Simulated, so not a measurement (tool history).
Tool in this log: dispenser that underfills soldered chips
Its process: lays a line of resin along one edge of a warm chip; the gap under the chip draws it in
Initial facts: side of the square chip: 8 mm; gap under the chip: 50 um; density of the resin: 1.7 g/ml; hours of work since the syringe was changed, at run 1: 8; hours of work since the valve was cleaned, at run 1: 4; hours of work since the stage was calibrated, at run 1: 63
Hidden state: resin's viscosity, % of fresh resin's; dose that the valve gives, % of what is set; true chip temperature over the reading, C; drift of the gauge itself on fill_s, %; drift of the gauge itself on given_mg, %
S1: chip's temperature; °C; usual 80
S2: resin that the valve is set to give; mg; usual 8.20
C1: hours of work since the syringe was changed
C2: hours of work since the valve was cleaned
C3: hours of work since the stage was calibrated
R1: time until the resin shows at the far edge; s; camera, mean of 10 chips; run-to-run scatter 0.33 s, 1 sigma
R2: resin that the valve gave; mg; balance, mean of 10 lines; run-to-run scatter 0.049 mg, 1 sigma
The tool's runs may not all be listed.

Run 1, hour 0.0: usual settings; C1 8; C2 4; C3 63. Result: R1 18.1 s, R2 8.29 mg.
At hour 1.8: new syringe of resin.
Run 2, hour 2.5: usual settings but S2 7.62 mg; C1 0; C2 5; C3 64. Result: R1 13.4 s, R2 7.47 mg.
Run 3, hour 7.2: usual settings; C1 3; C2 8; C3 67. Result: R1 15.4 s, R2 8.18 mg.
Run 4, hour 10.4: usual settings but S2 8.14 mg; C1 5; C2 10; C3 69. Result: R1 17.0 s, R2 8.07 mg.
Run 5, hour 12.9: usual settings but S2 8.14 mg; C1 7; C2 12; C3 70. Result: R1 18.4 s, R2 8.12 mg.
At hour 17.2: new syringe of resin.
Run 6, hour 17.7: usual settings; C1 0; C2 14; C3 73. Result: R1 13.3 s, R2 8.08 mg.
Run 7, hour 21.4: usual settings; C1 3; C2 17; C3 76. Result: R1 15.2 s, R2 8.12 mg.
Run 8, hour 24.6: usual settings but S1 84 °C; C1 5; C2 19; C3 78. Result: R1 13.2 s, R2 8.07 mg.
Run 9, hour 29.5: usual settings but S1 84 °C; C1 8; C2 22; C3 81. Result: R1 14.0 s, R2 8.12 mg.
At hour 32.6: new syringe of resin.
Run 10, hour 33.0: usual settings; C1 0; C2 24; C3 83. Result: R1 14.0 s, R2 8.07 mg.
Run 11, hour 35.2: usual settings; C1 2; C2 25; C3 84. Result: R1 13.7 s, R2 8.04 mg.
Run 12, hour 38.4: usual settings; C1 4; C2 27; C3 86. Result: R1 15.0 s, R2 8.05 mg.
Run 13, hour 43.3: usual settings but S1 92 °C, S2 9.18 mg; C1 7; C2 30; C3 89. Result: R1 10.2 s, R2 9.04 mg.
Run 14, hour 47.1: usual settings but S1 84 °C, S2 7.72 mg; C1 9; C2 33; C3 91. Result: R1 16.3 s, R2 7.47 mg.
At hour 48.0: new syringe of resin.
Run 15, hour 50.5: usual settings but S1 94 °C, S2 10.05 mg; C1 2; C2 35; C3 93. Result: R1 7.6 s, R2 9.87 mg.
Run 16, hour 53.5: usual settings but S1 94 °C, S2 10.05 mg; C1 3; C2 36; C3 95. Result: R1 8.4 s, R2 9.84 mg.
Run 17, hour 56.8: usual settings but S1 65 °C; C1 6; C2 39; C3 97. Result: R1 34.1 s, R2 8.05 mg.
Run 18, hour 61.6: usual settings but S1 83 °C, S2 10.51 mg; C1 8; C2 42; C3 100. Result: R1 16.7 s, R2 10.22 mg.
At hour 63.4: new syringe of resin.
Run 19, hour 67.0: usual settings but S1 83 °C, S2 10.51 mg; C1 2; C2 45; C3 103. Result: R1 12.7 s, R2 10.31 mg.
Run 20, hour 70.2: usual settings but S1 83 °C, S2 10.51 mg; C1 4; C2 47; C3 105. Result: R1 14.1 s, R2 10.17 mg.
Run 21, hour 72.6: usual settings but S1 83 °C, S2 10.51 mg; C1 6; C2 48; C3 107. Result: R1 14.4 s, R2 10.14 mg.
Run 22, hour 75.9: usual settings but S1 74 °C, S2 7.44 mg; C1 8; C2 50; C3 109. Result: R1 23.9 s, R2 7.17 mg.
At hour 78.8: new syringe of resin.
Run 23, hour 80.4: usual settings but S1 78 °C, S2 8.00 mg; C1 1; C2 53; C3 112. Result: R1 15.1 s, R2 7.75 mg.
Run 24, hour 83.8: usual settings but S1 78 °C, S2 8.00 mg; C1 3; C2 55; C3 114. Result: R1 17.1 s, R2 7.70 mg.

4 options for the next run, each taken on its own from the tool as it stands now. Forecast them:
Run A, hour 88.5: usual settings but S1 77 °C, S2 9.83 mg; C1 6; C2 58; C3 117. Result: R1 ?, R2 ?.
Run B, hour 88.5: usual settings but S1 65 °C, S2 7.47 mg; C1 6; C2 58; C3 117. Result: R1 ?, R2 ?.
Run C, hour 88.5: usual settings but S1 70 °C, S2 7.48 mg; C1 6; C2 58; C3 117. Result: R1 ?, R2 ?.
Run D, hour 88.5: usual settings but S1 82 °C; C1 6; C2 58; C3 117. Result: R1 ?, R2 ?.

run    R1    R2
  A  18.5  9.34
  B  34.9  7.17
  C  27.1  7.22
  D  15.5  7.88
The same runs, with their run-to-run variation unchanged, on a tool lacking any hidden condition would have given:
run    R1    R2
  A  14.3  9.72
  B  26.9  7.45
  C  20.8  7.50
  D  12.0  8.19

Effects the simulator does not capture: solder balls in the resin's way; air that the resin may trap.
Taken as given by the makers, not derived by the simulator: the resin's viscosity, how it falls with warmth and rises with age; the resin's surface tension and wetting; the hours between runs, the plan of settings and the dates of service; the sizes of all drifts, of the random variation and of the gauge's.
